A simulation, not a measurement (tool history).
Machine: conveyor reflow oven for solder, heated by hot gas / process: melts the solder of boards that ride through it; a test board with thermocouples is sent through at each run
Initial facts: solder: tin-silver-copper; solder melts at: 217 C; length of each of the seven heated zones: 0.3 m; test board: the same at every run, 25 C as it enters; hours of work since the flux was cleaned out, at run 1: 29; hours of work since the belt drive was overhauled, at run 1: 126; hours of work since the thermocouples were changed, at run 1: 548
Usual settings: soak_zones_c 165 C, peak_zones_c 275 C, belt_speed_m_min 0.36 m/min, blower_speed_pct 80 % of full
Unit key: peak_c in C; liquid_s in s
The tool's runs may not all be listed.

run,hour,soak_zones_c,peak_zones_c,belt_speed_m_min,blower_speed_pct,hours of work since the flux was cleaned out,hours of work since the belt drive was overhauled,hours of work since the thermocouples were changed,peak_c,liquid_s
1,0,165,275,0.36,80,29,126,548,264.6,83.3
2,26.2,165,275,0.36,80,46,142,564,264.7,83.2
3,59.7,165,275,0.36,80,67,163,585,264.5,83.2
# hour 78.9: thermocouples of zones 6 and 7 changed
4,105.5,165,275,0.36,80,94,190,17,265.3,83.9
5,139.5,165,275,0.36,80,115,211,38,265.1,83.7
6,176.4,165,275,0.36,80,138,234,61,265,83.8
7,197.6,165,275,0.36,69,151,247,74,262.7,81.4
8,240.8,170,266,0.35,68,178,274,101,255.1,80.1
# hour 281: flux residue cleaned out of gas plates and filters
9,297.3,165,275,0.409,80,10,306,133,262.4,71.7
10,345.6,165,275,0.409,80,40,336,163,262.2,71.3
11,392.3,169,275,0.409,63,69,365,192,258,69.3
12,431.1,169,275,0.409,63,93,390,216,258,68.7
13,482.6,172,264,0.36,76,125,422,248,254.8,79.4
14,533.1,176,275,0.36,80,157,453,280,265.8,88.9

Branching from run 14: 5 alternative next runs. What would each branch give?
A,579.1,176,275,0.36,55,186,482,308,?,?
B,579.1,176,275,0.42,80,186,482,308,?,?
C,579.1,165,275,0.384,80,186,482,308,?,?
D,579.1,174,275,0.36,58,186,482,308,?,?
E,579.1,169,275,0.36,86,186,482,308,?,?

run,peak_c,liquid_s
A,260.3,84.6
B,261.8,73.5
C,262.6,76.9
D,260.7,83.8
E,266,86.5
With no hidden state in the tool, these same runs would have given:
run,peak_c,liquid_s
A,260.8,83.9
B,262.9,73.3
C,263.6,76.7
D,261.3,83.2
E,266.9,86
